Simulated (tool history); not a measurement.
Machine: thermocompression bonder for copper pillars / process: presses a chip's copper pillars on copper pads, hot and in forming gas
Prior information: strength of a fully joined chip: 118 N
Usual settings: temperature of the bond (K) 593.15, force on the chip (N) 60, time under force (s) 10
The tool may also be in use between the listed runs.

run   hour  temperature of the bond (K)  force on the chip (N)  time under force (s)  force that shears a chip off (N)
  1    0.0                       593.15                     60                    10                              61.5
  2   13.0                       593.15                     60                    10                              61.2
  3   22.1                       593.15                     60                    10                              61.3
  4   35.9                       593.15                     60                    10                              61.8
  5   47.1                       612.15                     60                    10                              69.8
  6   55.4                       612.15                     60                    10                              72.0
  7   72.5                       581.15                     60                    10                              52.0
      78.7  -- forming gas filter changed
  8   90.9                       581.15                     60                    10                              58.6
  9  109.2                       581.15                     60                    10                              58.9
 10  120.4                       581.15                     60                    10                              58.3
 11  129.9                       581.15                     60                    10                              58.2
 12  138.3                       593.15                     84                    11                              79.3
 13  145.9                       573.15                     51                    23                              63.4
     149.0  -- heater calibrated with a thermocouple chip
 14  159.6                       615.15                     60                    10                              83.1
 15  177.8                       589.15                     46                    29                              78.8
 16  190.4                       610.15                     87                     7                              83.2
 17  203.9                       610.15                     87                     7                              82.5
 18  219.6                       620.15                     60                    10                              83.3
 19  236.8                       620.15                     71                    11                              91.8
 20  249.2                       620.15                     71                     6                              78.7

Branching from run 20: 5 alternative next runs. What would each branch give?
     255.9  -- heater calibrated with a thermocouple chip, once more
  A  260.8                       603.15                     60                     6                                 ?
     255.9  -- heater calibrated with a thermocouple chip, once more
  B  260.8                       588.15                     39                     7                                 ?
     255.9  -- heater calibrated with a thermocouple chip, once more
  C  260.8                       620.15                     51                    25                                 ?
     255.9  -- heater calibrated with a thermocouple chip, once more
  D  260.8                       620.15                     61                     6                                 ?
     255.9  -- heater calibrated with a thermocouple chip, once more
  E  260.8                       593.15                     60                     8                                 ?

run  force that shears a chip off (N)
  A                              56.7
  B                              38.1
  C                              89.2
  D                              66.9
  E                              55.0
Take away the tool's hidden state, keep each run's random variation, and the runs would have read:
run  force that shears a chip off (N)
  A                              59.0
  B                              39.7
  C                              93.4
  D                              69.8
  E                              57.3

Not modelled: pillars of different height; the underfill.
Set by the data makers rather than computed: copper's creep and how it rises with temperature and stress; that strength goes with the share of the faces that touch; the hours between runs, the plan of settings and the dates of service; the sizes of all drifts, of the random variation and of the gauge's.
